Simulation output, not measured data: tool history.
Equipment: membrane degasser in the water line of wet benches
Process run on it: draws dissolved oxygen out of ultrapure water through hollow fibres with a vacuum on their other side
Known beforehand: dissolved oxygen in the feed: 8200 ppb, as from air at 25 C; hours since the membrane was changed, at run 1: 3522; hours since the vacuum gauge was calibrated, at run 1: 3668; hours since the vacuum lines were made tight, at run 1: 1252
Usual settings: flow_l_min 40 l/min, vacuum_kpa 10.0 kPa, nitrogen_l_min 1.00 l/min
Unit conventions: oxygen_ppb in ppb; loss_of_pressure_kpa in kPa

run	day	flow_l_min	vacuum_kpa	nitrogen_l_min	hours since the membrane was changed	hours since the vacuum gauge was calibrated	hours since the vacuum lines were made tight	oxygen_ppb	loss_of_pressure_kpa
1	0.000	40	10.0	1.00	3522	3668	1252	820.0	55.19
2	3.592	40	10.0	1.00	3608	3755	1338	810.3	55.13
3	6.146	40	18.9	1.00	3669	3816	1400	1365.6	55.21
4	8.721	40	10.0	1.00	3731	3878	1462	816.0	55.29
5	12.296	40	10.0	1.00	3817	3964	1547	827.1	55.30
6	15.083	38	10.0	1.00	3884	4030	1614	782.1	52.17
7	17.025	40	12.5	1.21	3931	4077	1661	884.7	55.28
8	20.733	59	7.3	2.23	4020	4166	1750	709.4	81.81
9	23.496	59	7.3	2.23	4086	4232	1816	713.1	81.40
10	25.700	59	7.3	2.23	4139	4285	1869	718.7	82.04
11	28.917	59	7.3	2.23	4216	4362	1946	707.4	81.99

Consider 5 possible next runs. They are alternatives, not a sequence: every one starts from the tool as it was left by run 11. What does each give?
A	31.483	59	7.4	1.00	4278	4424	2008	?	?
B	31.483	52	7.3	1.12	4278	4424	2008	?	?
C	31.483	40	6.6	1.39	4278	4424	2008	?	?
D	31.483	40	6.6	1.00	4278	4424	2008	?	?
E	31.483	55	11.6	2.23	4278	4424	2008	?	?

run	oxygen_ppb	loss_of_pressure_kpa
A	908.1	81.98
B	790.3	72.10
C	529.4	55.42
D	585.9	55.16
E	856.6	76.45
Without the tool's unlogged condition, the same runs would have read:
run	oxygen_ppb	loss_of_pressure_kpa
A	852.6	79.26
B	738.5	69.71
C	487.4	53.58
D	542.4	53.32
E	809.2	73.91
